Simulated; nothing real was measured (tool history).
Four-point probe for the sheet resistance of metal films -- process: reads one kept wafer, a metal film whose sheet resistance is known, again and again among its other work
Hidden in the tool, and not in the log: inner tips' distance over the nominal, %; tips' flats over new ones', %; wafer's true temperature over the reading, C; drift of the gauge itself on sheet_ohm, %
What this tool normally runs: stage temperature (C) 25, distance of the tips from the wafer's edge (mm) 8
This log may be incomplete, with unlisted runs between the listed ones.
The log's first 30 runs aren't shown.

run,hour,stage temperature (C),distance of the tips from the wafer's edge (mm),touches since the probe head was changed,hours of work since the stage's thermometer was calibrated,sheet resistance as the instrument gives it (ohm/square)
31,939.1,21,4,23055,587,7.131273
32,968.2,21,4,23636,605,7.131438
33,996.3,24,13,24199,623,7.060985
34,1021.9,22,9,24710,640,7.077702
35,1048.1,21,35,25234,657,7.073858
36,1094.7,25,44,26165,687,7.055645
37,1134,25,44,26952,712,7.051942
38,1164,25,46,27552,731,7.053145
39,1204.9,25,46,28371,757,7.051146
40,1232.5,25,62,28921,775,7.051858
41,1265.7,19,20,29586,796,7.08165

Here are 4 independent what-if runs from the current tool condition. What would each one return?
A,1308.9,28,20,30449,824,?
B,1308.9,25,20,30449,824,?
C,1308.9,29,8,30449,824,?
D,1308.9,24,7,30449,824,?

run,sheet resistance as the instrument gives it (ohm/square)
A,7.041245
B,7.05261
C,7.050373
D,7.076213
What these runs would have given with no unlogged condition in the tool:
run,sheet resistance as the instrument gives it (ohm/square)
A,7.041105
B,7.052469
C,7.050232
D,7.076071

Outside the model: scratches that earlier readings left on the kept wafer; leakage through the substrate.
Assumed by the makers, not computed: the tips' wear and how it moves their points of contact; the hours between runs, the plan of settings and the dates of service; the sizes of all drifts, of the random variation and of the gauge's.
